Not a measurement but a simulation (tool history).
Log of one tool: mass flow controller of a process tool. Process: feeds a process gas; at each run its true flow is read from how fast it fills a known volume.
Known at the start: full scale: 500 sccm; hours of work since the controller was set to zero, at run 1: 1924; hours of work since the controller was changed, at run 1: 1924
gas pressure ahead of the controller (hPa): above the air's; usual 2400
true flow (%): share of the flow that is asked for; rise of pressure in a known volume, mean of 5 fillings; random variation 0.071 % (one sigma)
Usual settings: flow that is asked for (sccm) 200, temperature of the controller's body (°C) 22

| run | day | flow that is asked for (sccm) | gas pressure ahead of the controller (hPa) | temperature of the controller's body (°C) | hours of work since the controller was set to zero | hours of work since the controller was changed | true flow (%) |
|---|---|---|---|---|---|---|---|
| 1 | 0.000 | 200 | 2400 | 22 | 1924 | 1924 | 99.54 |
| 2 | 3.092 | 200 | 2400 | 22 | 1961 | 1961 | 99.52 |
| 3 | 5.762 | 232 | 2400 | 22 | 1993 | 1993 | 99.64 |
| 4 | 9.354 | 200 | 2400 | 22 | 2035 | 2035 | 99.42 |
| 5 | 14.433 | 125 | 2400 | 22 | 2096 | 2096 | 98.80 |
| 6 | 16.612 | 125 | 2400 | 22 | 2122 | 2122 | 98.77 |
| 7 | 19.575 | 125 | 2400 | 22 | 2157 | 2157 | 98.82 |
| 8 | 22.846 | 125 | 2400 | 22 | 2196 | 2196 | 98.67 |
| 9 | 25.825 | 125 | 2400 | 22 | 2232 | 2232 | 98.76 |
| 10 | 28.542 | 100 | 2400 | 20 | 2264 | 2264 | 98.40 |
| 11 | 33.204 | 97 | 1980 | 30 | 2320 | 2320 | 97.91 |
| 12 | 36.092 | 92 | 2510 | 30 | 2354 | 2354 | 97.76 |
| 13 | 39.917 | 76 | 1410 | 28 | 2400 | 2400 | 97.59 |
| 14 | 41.988 | 52 | 1410 | 24 | 2424 | 2424 | 96.32 |
| 15 | 45.242 | 100 | 2450 | 34 | 2463 | 2463 | 97.82 |
| 16 | 47.712 | 75 | 2400 | 22 | 2493 | 2493 | 97.41 |

Forecast each of these 4 alternatives for the next run:
| A | 52.733 | 286 | 2070 | 22 | 2552 | 2552 | ? |
| B | 52.733 | 200 | 1810 | 40 | 2552 | 2552 | ? |
| C | 52.733 | 75 | 2300 | 22 | 2552 | 2552 | ? |
| D | 52.733 | 411 | 1440 | 23 | 2552 | 2552 | ? |

| run | true flow (%) |
|---|---|
| A | 99.85 |
| B | 98.89 |
| C | 97.25 |
| D | 100.28 |
Without the tool's hidden state the same runs would have given:
| run | true flow (%) |
|---|---|
| A | 99.90 |
| B | 99.26 |
| C | 99.41 |
| D | 100.10 |

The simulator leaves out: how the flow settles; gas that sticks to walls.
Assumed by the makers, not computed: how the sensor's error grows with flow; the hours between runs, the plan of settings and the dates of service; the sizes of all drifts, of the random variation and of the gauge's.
